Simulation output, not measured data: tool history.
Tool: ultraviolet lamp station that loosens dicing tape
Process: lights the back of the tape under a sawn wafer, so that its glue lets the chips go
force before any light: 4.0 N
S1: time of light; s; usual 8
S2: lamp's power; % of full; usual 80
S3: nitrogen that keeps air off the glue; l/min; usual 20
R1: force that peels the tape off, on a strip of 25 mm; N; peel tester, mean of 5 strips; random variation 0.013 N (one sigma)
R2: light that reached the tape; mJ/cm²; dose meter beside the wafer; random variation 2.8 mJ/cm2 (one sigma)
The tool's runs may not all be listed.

run 1 hour=0.0 | S1=8 S2=80 S3=20 | R1=0.754 R2=343
run 2 hour=11.2 | S1=8 S2=80 S3=20 | R1=0.781 R2=342
run 3 hour=18.2 | S1=8 S2=80 S3=20 | R1=0.760 R2=343
run 4 hour=30.9 | S1=8 S2=80 S3=20 | R1=0.753 R2=336
run 5 hour=43.7 | S1=8 S2=80 S3=19 | R1=0.784 R2=336
run 6 hour=52.9 | S1=8 S2=80 S3=19 | R1=0.798 R2=335
run 7 hour=64.8 | S1=8 S2=80 S3=19 | R1=0.801 R2=337
run 8 hour=78.6 | S1=8 S2=80 S3=19 | R1=0.796 R2=332
run 9 hour=85.6 | S1=8 S2=85 S3=20 | R1=0.694 R2=354
run 10 hour=96.7 | S1=10 S2=85 S3=20 | R1=0.530 R2=441
run 11 hour=104.9 | S1=10 S2=85 S3=20 | R1=0.543 R2=438
run 12 hour=115.4 | S1=10 S2=85 S3=20 | R1=0.541 R2=443
run 13 hour=121.4 | S1=10 S2=85 S3=20 | R1=0.522 R2=435
run 14 hour=131.6 | S1=10 S2=85 S3=20 | R1=0.520 R2=436
run 15 hour=144.6 | S1=10 S2=85 S3=20 | R1=0.538 R2=434
run 16 hour=150.3 | S1=10 S2=85 S3=20 | R1=0.541 R2=443
run 17 hour=157.3 | S1=10 S2=85 S3=20 | R1=0.433 R2=517
run 18 hour=171.1 | S1=10 S2=85 S3=20 | R1=0.422 R2=511
run 19 hour=182.1 | S1=10 S2=85 S3=20 | R1=0.437 R2=511
run 20 hour=191.7 | S1=8 S2=80 S3=20 | R1=0.667 R2=381
run 21 hour=200.2 | S1=8 S2=80 S3=20 | R1=0.655 R2=383
run 22 hour=206.3 | S1=8 S2=80 S3=20 | R1=0.715 R2=378
run 23 hour=218.0 | S1=10 S2=94 S3=30 | R1=0.313 R2=556
run 24 hour=231.9 | S1=15 S2=91 S3=30 | R1=0.254 R2=800
run 25 hour=241.9 | S1=15 S2=80 S3=9 | R1=0.425 R2=711
run 26 hour=253.2 | S1=15 S2=80 S3=9 | R1=0.427 R2=706
run 27 hour=263.0 | S1=5 S2=73 S3=8 | R1=1.816 R2=211
run 28 hour=271.2 | S1=6 S2=73 S3=25 | R1=1.001 R2=252
run 29 hour=284.7 | S1=6 S2=80 S3=30 | R1=0.812 R2=279
run 30 hour=291.7 | S1=8 S2=80 S3=26 | R1=0.596 R2=375
run 31 hour=305.5 | S1=8 S2=80 S3=9 | R1=1.074 R2=370
run 32 hour=312.1 | S1=12 S2=89 S3=7 | R1=0.622 R2=612
run 33 hour=325.6 | S1=12 S2=89 S3=7 | R1=0.631 R2=614
run 34 hour=338.5 | S1=12 S2=89 S3=7 | R1=0.595 R2=618
run 35 hour=348.2 | S1=12 S2=84 S3=18 | R1=0.392 R2=579
run 36 hour=361.5 | S1=9 S2=61 S3=18 | R1=0.890 R2=315
run 37 hour=372.7 | S1=8 S2=85 S3=20 | R1=0.657 R2=386
run 38 hour=386.0 | S1=8 S2=79 S3=13 | R1=0.944 R2=357
run 39 hour=394.9 | S1=9 S2=79 S3=13 | R1=0.774 R2=402
run 40 hour=400.6 | S1=16 S2=79 S3=12 | R1=0.385 R2=711
run 41 hour=408.2 | S1=16 S2=79 S3=12 | R1=0.395 R2=712
run 42 hour=415.9 | S1=16 S2=68 S3=12 | R1=0.453 R2=611
run 43 hour=424.2 | S1=16 S2=95 S3=32 | R1=0.249 R2=841

Taken out of this log: 1 entry between the listed runs. Where each belongs, and how the hidden state differs across it:
Between runs 16 and 17: window cleaned of glue's vapour (hour 153.7)
  lamp's light, % of a new lamp's: 96.7 -> 96.6; light that the window lets through, % of a clean one's: 84.1 -> 99.1
  measured less the result without the state, R1: +0.136 -> +0.024 N; R2: -101 -> -23 mJ/cm²

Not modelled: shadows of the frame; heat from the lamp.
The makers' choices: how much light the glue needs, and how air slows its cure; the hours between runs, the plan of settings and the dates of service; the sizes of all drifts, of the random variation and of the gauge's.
